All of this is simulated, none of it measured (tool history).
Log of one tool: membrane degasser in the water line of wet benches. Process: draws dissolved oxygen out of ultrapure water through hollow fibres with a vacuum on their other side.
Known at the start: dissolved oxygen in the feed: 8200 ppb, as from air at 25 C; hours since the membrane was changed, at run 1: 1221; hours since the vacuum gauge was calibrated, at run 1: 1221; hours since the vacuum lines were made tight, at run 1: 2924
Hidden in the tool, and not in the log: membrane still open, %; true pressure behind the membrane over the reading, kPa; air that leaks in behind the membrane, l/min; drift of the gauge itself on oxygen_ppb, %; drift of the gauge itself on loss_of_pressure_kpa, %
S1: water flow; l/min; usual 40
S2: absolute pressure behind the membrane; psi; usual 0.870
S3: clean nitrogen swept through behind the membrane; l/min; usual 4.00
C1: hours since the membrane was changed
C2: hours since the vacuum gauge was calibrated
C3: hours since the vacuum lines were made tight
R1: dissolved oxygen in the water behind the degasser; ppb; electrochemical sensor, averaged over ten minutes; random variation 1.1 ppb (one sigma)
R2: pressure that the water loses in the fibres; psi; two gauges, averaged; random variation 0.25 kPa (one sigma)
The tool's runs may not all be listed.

Run 1, day 0.000: usual settings; C1 1221; C2 1221; C3 2924. Result: R1 115.4 ppb, R2 9.570 psi.
Run 2, day 2.179: usual settings; C1 1273; C2 1273; C3 2977. Result: R1 115.9 ppb, R2 9.577 psi.
Run 3, day 5.250: usual settings; C1 1347; C2 1347; C3 3050. Result: R1 114.7 ppb, R2 9.649 psi.
Run 4, day 7.758: usual settings but S2 1.123 psi; C1 1407; C2 1407; C3 3111. Result: R1 155.5 ppb, R2 9.615 psi.
Run 5, day 9.654: usual settings but S2 1.123 psi; C1 1452; C2 1452; C3 3156. Result: R1 159.2 ppb, R2 9.623 psi.
Run 6, day 11.633: usual settings but S2 1.123 psi; C1 1500; C2 1500; C3 3204. Result: R1 155.8 ppb, R2 9.671 psi.
Run 7, day 14.679: usual settings; C1 1573; C2 1573; C3 3277. Result: R1 118.6 ppb, R2 9.639 psi.
Run 8, day 17.717: usual settings but S3 2.62 l/min; C1 1646; C2 1646; C3 3350. Result: R1 148.9 ppb, R2 9.670 psi.
Run 9, day 20.742: usual settings; C1 1718; C2 1718; C3 3422. Result: R1 116.4 ppb, R2 9.587 psi.
Run 10, day 24.212: usual settings; C1 1802; C2 1802; C3 3505. Result: R1 117.1 ppb, R2 9.691 psi.
Run 11, day 27.554: usual settings; C1 1882; C2 1882; C3 3586. Result: R1 116.9 ppb, R2 9.674 psi.
Run 12, day 29.875: usual settings but S1 52 l/min; C1 1938; C2 1938; C3 3641. Result: R1 185.6 ppb, R2 12.483 psi.
At day 30.079: vacuum gauge calibrated.
Run 13, day 32.488: usual settings; C1 2000; C2 58; C3 3704. Result: R1 118.7 ppb, R2 9.622 psi.
Run 14, day 34.638: usual settings; C1 2051; C2 109; C3 3755. Result: R1 120.5 ppb, R2 9.652 psi.
Run 15, day 37.212: usual settings; C1 2113; C2 171; C3 3817. Result: R1 118.7 ppb, R2 9.657 psi.
Run 16, day 39.329: usual settings; C1 2164; C2 222; C3 3868. Result: R1 121.7 ppb, R2 9.690 psi.
Run 17, day 42.133: usual settings but S2 2.083 psi, S3 4.05 l/min; C1 2231; C2 289; C3 3935. Result: R1 304.8 ppb, R2 9.639 psi.
Run 18, day 44.917: usual settings but S2 2.083 psi, S3 4.05 l/min; C1 2298; C2 356; C3 4002. Result: R1 302.9 ppb, R2 9.689 psi.
Run 19, day 47.079: usual settings but S2 2.083 psi, S3 4.05 l/min; C1 2350; C2 408; C3 4054. Result: R1 307.7 ppb, R2 9.731 psi.
Run 20, day 49.338: usual settings but S2 2.083 psi, S3 4.05 l/min; C1 2404; C2 462; C3 4108. Result: R1 303.3 ppb, R2 9.641 psi.
Run 21, day 51.304: usual settings but S2 2.083 psi, S3 4.05 l/min; C1 2451; C2 509; C3 4155. Result: R1 307.4 ppb, R2 9.655 psi.
At day 53.133: vacuum gauge calibrated, once more.
Run 22, day 54.650: usual settings but S3 2.22 l/min; C1 2531; C2 36; C3 4235. Result: R1 159.2 ppb, R2 9.712 psi.
Run 23, day 56.496: usual settings but S3 1.94 l/min; C1 2575; C2 81; C3 4279. Result: R1 173.2 ppb, R2 9.702 psi.
Run 24, day 59.917: usual settings but S3 1.94 l/min; C1 2658; C2 163; C3 4361. Result: R1 173.0 ppb, R2 9.745 psi.
Run 25, day 63.229: usual settings but S3 1.94 l/min; C1 2737; C2 242; C3 4441. Result: R1 175.3 ppb, R2 9.762 psi.
Run 26, day 65.225: usual settings but S3 1.94 l/min; C1 2785; C2 290; C3 4489. Result: R1 172.8 ppb, R2 9.745 psi.
Run 27, day 68.246: usual settings but S3 1.94 l/min; C1 2857; C2 363; C3 4561. Result: R1 176.2 ppb, R2 9.738 psi.
Run 28, day 70.125: usual settings but S1 26 l/min, S2 2.015 psi, S3 6.35 l/min; C1 2903; C2 408; C3 4606. Result: R1 121.9 ppb, R2 6.344 psi.
Run 29, day 72.083: usual settings but S1 29 l/min, S2 1.240 psi; C1 2950; C2 455; C3 4653. Result: R1 112.5 ppb, R2 7.044 psi.
Run 30, day 74.325: usual settings but S1 29 l/min, S2 1.204 psi; C1 3003; C2 509; C3 4707. Result: R1 108.2 ppb, R2 7.091 psi.
Run 31, day 76.262: usual settings; C1 3050; C2 555; C3 4754. Result: R1 117.0 ppb, R2 9.726 psi.
Run 32, day 78.175: usual settings; C1 3096; C2 601; C3 4800. Result: R1 115.7 ppb, R2 9.805 psi.

4 ways to go on from here, each from the tool as it stands after run 32. What would each give?
Run A, day 81.900: usual settings but S1 55 l/min; C1 3185; C2 690; C3 4889. Result: R1 ?, R2 ?.
Run B, day 81.900: usual settings but S2 0.677 psi, S3 2.32 l/min; C1 3185; C2 690; C3 4889. Result: R1 ?, R2 ?.
Run C, day 81.900: usual settings but S1 33 l/min, S2 1.632 psi, S3 4.56 l/min; C1 3185; C2 690; C3 4889. Result: R1 ?, R2 ?.
Run D, day 81.900: usual settings but S3 3.00 l/min; C1 3185; C2 690; C3 4889. Result: R1 ?, R2 ?.

run     R1      R2
  A  199.0  13.380
  B  109.3   9.773
  C  168.2   8.073
  D  137.8   9.809
Without the tool's hidden state the same runs would have given:
run     R1      R2
  A  187.8  13.094
  B  102.4   9.564
  C  163.2   7.900
  D  131.0   9.599

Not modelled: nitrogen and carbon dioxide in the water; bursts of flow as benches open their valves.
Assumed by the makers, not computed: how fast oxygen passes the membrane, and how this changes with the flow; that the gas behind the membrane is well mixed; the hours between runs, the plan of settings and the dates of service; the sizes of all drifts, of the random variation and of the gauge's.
